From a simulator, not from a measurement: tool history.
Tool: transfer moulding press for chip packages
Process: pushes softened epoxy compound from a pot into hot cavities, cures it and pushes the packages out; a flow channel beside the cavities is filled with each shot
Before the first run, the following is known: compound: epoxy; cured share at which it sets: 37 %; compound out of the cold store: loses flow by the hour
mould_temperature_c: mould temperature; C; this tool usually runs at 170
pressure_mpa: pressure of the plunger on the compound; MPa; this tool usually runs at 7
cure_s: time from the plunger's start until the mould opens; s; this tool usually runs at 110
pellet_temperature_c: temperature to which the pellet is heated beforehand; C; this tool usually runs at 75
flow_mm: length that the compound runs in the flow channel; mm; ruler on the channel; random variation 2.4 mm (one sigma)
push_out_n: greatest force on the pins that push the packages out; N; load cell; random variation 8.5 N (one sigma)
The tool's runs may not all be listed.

run   hour  mould_temperature_c  pressure_mpa  cure_s  pellet_temperature_c  incoming compound's hours out of the cold store  flow_mm  push_out_n
  1      0                  170             7     110                    75                                             33.7      698         387
        10  -- cavities cleaned with cleaning compound and waxed
  2   43.3                  170             7     110                    75                                               36      694         380
  3   71.5                  170             7     110                    75                                             23.5      736         411
     107.7  -- cavities cleaned with cleaning compound and waxed
  4  123.9                  170             7     103                    75                                             38.7      688         430
  5  167.2                  170             7     110                    75                                             35.8      692         372
  6    192                  170             7     110                    75                                             19.6      744         398
     205.6  -- cavities cleaned with cleaning compound and waxed
  7  238.5                  164             7     110                    75                                             28.8      740         604
  8  282.5                  164             7     110                    75                                             17.2      784         600
     303.2  -- cavities cleaned with cleaning compound and waxed
       309  -- plunger's sealing rings changed
  9  331.4                  164             7     110                    75                                             47.1      682         574
 10  368.7                  164             7     110                    75                                             43.8      690         558
 11  392.2                  164             7     110                    75                                             37.5      713         588
     402.1  -- cavities cleaned with cleaning compound and waxed
     413.4  -- mould's thermocouples calibrated
 12  431.3                  164             7     110                    75                                              8.4      817         674
 13    473                  170             7     110                    75                                             40.6      681         381
     500.4  -- cavities cleaned with cleaning compound and waxed
 14  501.1                  170             7     110                    75                                             43.2      674         368
 15  523.5                  171          6.37     110                    71                                             23.6      697         355
 16    563                  170          6.59     110                    75                                             19.5      735         391
       597  -- cavities cleaned with cleaning compound and waxed
 17  613.8                  172          5.63     140                    79                                               25      647         320
 18  656.3                  177             7     116                    82                                             16.4      733         326
     694.6  -- cavities cleaned with cleaning compound and waxed
 19  703.2                  167             7     124                    75                                             31.5      724         372
 20  737.5                  170          7.82     110                    75                                             11.1      817         408
 21  780.8                  170          8.31     125                    75                                             16.1      826         340
     791.1  -- cavities cleaned with cleaning compound and waxed
 22  813.3                  162             7     106                    75                                             36.6      728         732
 23  852.7                  162             7     106                    75                                             26.7      758         774
 24  882.9                  168             7     129                    84                                               29      725         357
     887.5  -- cavities cleaned with cleaning compound and waxed
     900.5  -- plunger's sealing rings changed
 25  937.5                  168             7     129                    84                                             43.6      680         354
     986.6  -- cavities cleaned with cleaning compound and waxed
 26  986.6                  168             7     129                    84                                             40.8      685         346
 27   1013                  170             7     110                    70                                             46.5      667         364

Branching from run 27: 3 alternative next runs. What would each branch give?
  A  1037.8                  170          6.26     110                    75                                             25.2        ?           ?
  B  1037.8                  165             7     133                    84                                             46.3        ?           ?
  C  1037.8                  170             7     120                    83                                             23.2        ?           ?

run  flow_mm  push_out_n
  A      692         397
  B      683         379
  C      736         356
Had the tool no hidden state, the same runs would have come out as:
run  flow_mm  push_out_n
  A      693         393
  B      683         375
  C      737         352
